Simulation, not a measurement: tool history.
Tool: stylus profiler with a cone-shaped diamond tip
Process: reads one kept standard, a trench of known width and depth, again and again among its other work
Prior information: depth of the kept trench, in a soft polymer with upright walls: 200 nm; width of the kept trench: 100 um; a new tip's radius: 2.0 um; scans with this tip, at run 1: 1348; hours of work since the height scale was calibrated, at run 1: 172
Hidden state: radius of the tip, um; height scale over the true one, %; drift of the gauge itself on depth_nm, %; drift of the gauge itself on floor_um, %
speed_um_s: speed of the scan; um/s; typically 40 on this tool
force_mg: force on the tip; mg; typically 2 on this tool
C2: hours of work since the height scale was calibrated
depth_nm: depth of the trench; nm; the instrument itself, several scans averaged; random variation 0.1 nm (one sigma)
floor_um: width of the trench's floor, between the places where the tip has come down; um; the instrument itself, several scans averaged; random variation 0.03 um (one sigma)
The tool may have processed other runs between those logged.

Run 1, hour 0: usual settings; scans with this tip 1348; C2 172. Result: depth_nm 201.11 nm, floor_um 98.13 um.
Run 2, hour 76.7: usual settings but speed_um_s 11 um/s; scans with this tip 1792; C2 229. Result: depth_nm 201.2 nm, floor_um 98.24 um.
Run 3, hour 161.2: usual settings but speed_um_s 124 um/s; scans with this tip 2281; C2 292. Result: depth_nm 201.33 nm, floor_um 97.94 um.
Run 4, hour 276.5: usual settings but speed_um_s 124 um/s; scans with this tip 2948; C2 377. Result: depth_nm 201.24 nm, floor_um 97.95 um.
Run 5, hour 358.3: usual settings but speed_um_s 89 um/s; scans with this tip 3422; C2 437. Result: depth_nm 201.23 nm, floor_um 98.04 um.
Run 6, hour 426.4: usual settings but speed_um_s 95 um/s; scans with this tip 3816; C2 488. Result: depth_nm 201.23 nm, floor_um 98.01 um.
Run 7, hour 488.7: usual settings but speed_um_s 12 um/s; scans with this tip 4176; C2 534. Result: depth_nm 201.1 nm, floor_um 98.22 um.
Run 8, hour 558.3: usual settings; scans with this tip 4579; C2 585. Result: depth_nm 201.23 nm, floor_um 98.18 um.
Run 9, hour 656.9: usual settings but force_mg 1.52 mg; scans with this tip 5149; C2 658. Result: depth_nm 200.94 nm, floor_um 98.11 um.
Run 10, hour 771.3: usual settings; scans with this tip 5812; C2 743. Result: depth_nm 201.21 nm, floor_um 98.17 um.
Run 11, hour 860.2: usual settings; scans with this tip 6326; C2 809. Result: depth_nm 201.27 nm, floor_um 98.11 um.
Run 12, hour 977.3: usual settings; scans with this tip 7004; C2 895. Result: depth_nm 201.14 nm, floor_um 98.19 um.
Run 13, hour 1073.3: usual settings; scans with this tip 7559; C2 966. Result: depth_nm 201.15 nm, floor_um 98.19 um.
Run 14, hour 1190.9: usual settings but force_mg 3.69 mg; scans with this tip 8240; C2 1053. Result: depth_nm 201.92 nm, floor_um 98.17 um.
Run 15, hour 1309.8: usual settings but force_mg 3.69 mg; scans with this tip 8928; C2 1141. Result: depth_nm 201.87 nm, floor_um 98.22 um.
Run 16, hour 1412.3: usual settings but speed_um_s 36 um/s, force_mg 3.69 mg; scans with this tip 9521; C2 1217. Result: depth_nm 201.93 nm, floor_um 98.15 um.
Run 17, hour 1481.6: usual settings but speed_um_s 36 um/s, force_mg 3.69 mg; scans with this tip 9922; C2 1268. Result: depth_nm 201.92 nm, floor_um 98.22 um.
Run 18, hour 1558.1: usual settings but speed_um_s 10 um/s; scans with this tip 10365; C2 1325. Result: depth_nm 201.23 nm, floor_um 98.22 um.
Run 19, hour 1676.6: usual settings but speed_um_s 10 um/s; scans with this tip 11051; C2 1413. Result: depth_nm 201.31 nm, floor_um 98.18 um.
Run 20, hour 1737.8: usual settings but force_mg 0.91 mg; scans with this tip 11405; C2 1458. Result: depth_nm 200.75 nm, floor_um 98.12 um.
Run 21, hour 1828.6: usual settings but force_mg 0.97 mg; scans with this tip 11930; C2 1525. Result: depth_nm 200.6 nm, floor_um 98.09 um.
Run 22, hour 1937.4: usual settings but speed_um_s 13 um/s, force_mg 1.41 mg; scans with this tip 12560; C2 1606. Result: depth_nm 200.98 nm, floor_um 98.21 um.
Run 23, hour 2038.3: usual settings but speed_um_s 19 um/s, force_mg 3.24 mg; scans with this tip 13144; C2 1680. Result: depth_nm 201.67 nm, floor_um 98.17 um.
Run 24, hour 2151.1: usual settings but speed_um_s 19 um/s, force_mg 3.34 mg; scans with this tip 13797; C2 1764. Result: depth_nm 201.69 nm, floor_um 98.2 um.
Run 25, hour 2199.5: usual settings but speed_um_s 19 um/s, force_mg 3.34 mg; scans with this tip 14077; C2 1799. Result: depth_nm 201.76 nm, floor_um 98.22 um.
At hour 2227.4: height scale calibrated on a step standard.
At hour 2235.7: new tip fitted, height scale calibrated.
Run 26, hour 2313.8: usual settings but speed_um_s 19 um/s, force_mg 3.34 mg; scans with this tip 452; C2 58. Result: depth_nm 201.84 nm, floor_um 98.18 um.
Run 27, hour 2414.6: usual settings but speed_um_s 125 um/s, force_mg 4.54 mg; scans with this tip 1035; C2 132. Result: depth_nm 202.26 nm, floor_um 98.08 um.

Predict the results of run 28:
Run 28, hour 2505.3: usual settings but speed_um_s 125 um/s, force_mg 4.54 mg; scans with this tip 1560; C2 199. Result: depth_nm ?, floor_um ?.

Run 28 measured depth_nm 202.32 nm, floor_um 98.06 um.
Had the tool carried no hidden state, the very same run would have given depth_nm 202.32 nm, floor_um 98.06 um.
